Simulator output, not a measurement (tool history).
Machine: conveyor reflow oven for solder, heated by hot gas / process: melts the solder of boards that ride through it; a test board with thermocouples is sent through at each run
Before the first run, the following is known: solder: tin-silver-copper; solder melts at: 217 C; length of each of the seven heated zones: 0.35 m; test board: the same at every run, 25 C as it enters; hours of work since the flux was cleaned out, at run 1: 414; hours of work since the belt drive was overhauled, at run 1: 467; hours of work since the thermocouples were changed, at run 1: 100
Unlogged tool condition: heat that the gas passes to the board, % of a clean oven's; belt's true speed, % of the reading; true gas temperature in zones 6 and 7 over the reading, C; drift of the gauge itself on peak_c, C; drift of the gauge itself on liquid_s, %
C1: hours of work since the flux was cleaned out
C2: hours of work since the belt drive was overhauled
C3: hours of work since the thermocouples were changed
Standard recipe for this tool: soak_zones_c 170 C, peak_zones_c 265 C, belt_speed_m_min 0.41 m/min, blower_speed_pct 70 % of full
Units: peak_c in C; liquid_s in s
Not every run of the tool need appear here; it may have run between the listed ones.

run 1 hour=0 | soak_zones_c=170 peak_zones_c=265 belt_speed_m_min=0.41 blower_speed_pct=70 | C1=414 C2=467 C3=100 | peak_c=249.9 liquid_s=72.8
run 2 hour=4.8 | soak_zones_c=170 peak_zones_c=265 belt_speed_m_min=0.41 blower_speed_pct=51 | C1=417 C2=470 C3=103 | peak_c=244.5 liquid_s=65.4
run 3 hour=12.6 | soak_zones_c=170 peak_zones_c=265 belt_speed_m_min=0.41 blower_speed_pct=51 | C1=422 C2=475 C3=108 | peak_c=244.7 liquid_s=65
run 4 hour=22.2 | soak_zones_c=170 peak_zones_c=265 belt_speed_m_min=0.41 blower_speed_pct=51 | C1=428 C2=481 C3=114 | peak_c=244.8 liquid_s=65.2
run 5 hour=27.2 | soak_zones_c=170 peak_zones_c=265 belt_speed_m_min=0.41 blower_speed_pct=70 | C1=432 C2=484 C3=118 | peak_c=249.3 liquid_s=72.8
run 6 hour=33 | soak_zones_c=170 peak_zones_c=265 belt_speed_m_min=0.41 blower_speed_pct=70 | C1=435 C2=488 C3=121 | peak_c=249.8 liquid_s=73.2
run 7 hour=39.1 | soak_zones_c=170 peak_zones_c=265 belt_speed_m_min=0.41 blower_speed_pct=84 | C1=439 C2=492 C3=125 | peak_c=252.1 liquid_s=76.5
-- hour=51.7 flux residue cleaned out of gas plates and filters
run 8 hour=53.6 | soak_zones_c=170 peak_zones_c=265 belt_speed_m_min=0.442 blower_speed_pct=70 | C1=1 C2=498 C3=131 | peak_c=249.7 liquid_s=68.5
run 9 hour=61.3 | soak_zones_c=169 peak_zones_c=276 belt_speed_m_min=0.355 blower_speed_pct=60 | C1=6 C2=503 C3=136 | peak_c=263.5 liquid_s=98.8
run 10 hour=70.4 | soak_zones_c=176 peak_zones_c=265 belt_speed_m_min=0.412 blower_speed_pct=86 | C1=12 C2=508 C3=142 | peak_c=255.3 liquid_s=83
run 11 hour=76 | soak_zones_c=176 peak_zones_c=265 belt_speed_m_min=0.412 blower_speed_pct=86 | C1=16 C2=512 C3=146 | peak_c=255.5 liquid_s=82.9
run 12 hour=86.1 | soak_zones_c=156 peak_zones_c=257 belt_speed_m_min=0.373 blower_speed_pct=63 | C1=22 C2=518 C3=152 | peak_c=243.6 liquid_s=68.9
run 13 hour=93.2 | soak_zones_c=170 peak_zones_c=273 belt_speed_m_min=0.364 blower_speed_pct=85 | C1=27 C2=523 C3=157 | peak_c=264.7 liquid_s=99.5
run 14 hour=102.2 | soak_zones_c=170 peak_zones_c=268 belt_speed_m_min=0.347 blower_speed_pct=81 | C1=32 C2=529 C3=162 | peak_c=260.1 liquid_s=101.1
run 15 hour=110.1 | soak_zones_c=172 peak_zones_c=274 belt_speed_m_min=0.366 blower_speed_pct=69 | C1=37 C2=534 C3=167 | peak_c=263.4 liquid_s=97.5
run 16 hour=114.6 | soak_zones_c=172 peak_zones_c=274 belt_speed_m_min=0.366 blower_speed_pct=69 | C1=40 C2=537 C3=170 | peak_c=263 liquid_s=97

Predict each of these 4 candidate next runs independently; none follows another, all start after run 16:
run A hour=121.1 | soak_zones_c=170 peak_zones_c=274 belt_speed_m_min=0.41 blower_speed_pct=70 | C1=44 C2=541 C3=174 | peak_c=? liquid_s=?
run B hour=121.1 | soak_zones_c=181 peak_zones_c=266 belt_speed_m_min=0.366 blower_speed_pct=69 | C1=44 C2=541 C3=174 | peak_c=? liquid_s=?
run C hour=121.1 | soak_zones_c=170 peak_zones_c=265 belt_speed_m_min=0.386 blower_speed_pct=70 | C1=44 C2=541 C3=174 | peak_c=? liquid_s=?
run D hour=121.1 | soak_zones_c=160 peak_zones_c=265 belt_speed_m_min=0.443 blower_speed_pct=70 | C1=44 C2=541 C3=174 | peak_c=? liquid_s=?

run=A peak_c=260 liquid_s=82.8
run=B peak_c=256.8 liquid_s=96.7
run=C peak_c=253.4 liquid_s=83.4
run=D peak_c=247.9 liquid_s=61.7
What these runs would have given with no unlogged condition in the tool:
run=A peak_c=260.6 liquid_s=82.6
run=B peak_c=257.3 liquid_s=96.4
run=C peak_c=253.9 liquid_s=83.4
run=D peak_c=248.4 liquid_s=61.8
